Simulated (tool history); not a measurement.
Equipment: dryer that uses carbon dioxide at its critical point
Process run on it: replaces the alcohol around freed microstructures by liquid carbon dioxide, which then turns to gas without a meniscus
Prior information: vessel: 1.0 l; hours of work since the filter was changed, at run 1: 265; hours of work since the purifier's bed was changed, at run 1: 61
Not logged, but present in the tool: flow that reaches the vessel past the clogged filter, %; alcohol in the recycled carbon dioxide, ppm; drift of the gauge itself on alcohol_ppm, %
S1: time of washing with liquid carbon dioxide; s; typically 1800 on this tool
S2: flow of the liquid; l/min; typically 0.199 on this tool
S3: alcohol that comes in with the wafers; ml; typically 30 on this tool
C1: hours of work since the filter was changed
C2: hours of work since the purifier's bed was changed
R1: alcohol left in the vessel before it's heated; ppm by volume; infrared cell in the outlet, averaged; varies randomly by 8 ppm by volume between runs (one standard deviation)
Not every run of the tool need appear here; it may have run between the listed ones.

run,hour,S1,S2,S3,C1,C2,R1
1,0.0,1800,0.199,30,265,61,697
2,14.9,1800,0.199,30,272,67,690
3,32.3,1800,0.199,30,279,75,714
4,43.9,1800,0.148,30,284,80,1836
5,61.5,1800,0.199,30,292,88,737
6,70.5,1200,0.199,30,296,91,2504
7,78.4,1200,0.199,30,299,95,2501
8,94.5,1200,0.199,30,306,102,2542
9,110.0,2220,0.199,25,313,109,287
10,122.8,1500,0.334,30,318,114,198
11,134.5,1980,0.187,30,323,119,676
12,146.0,1980,0.187,30,328,124,715

Each run again, without the hidden state but with its own random variation kept:
run,R1
1,424
2,412
3,425
4,1239
5,425
6,1741
7,1726
8,1742
9,129
10,72
11,353
12,371

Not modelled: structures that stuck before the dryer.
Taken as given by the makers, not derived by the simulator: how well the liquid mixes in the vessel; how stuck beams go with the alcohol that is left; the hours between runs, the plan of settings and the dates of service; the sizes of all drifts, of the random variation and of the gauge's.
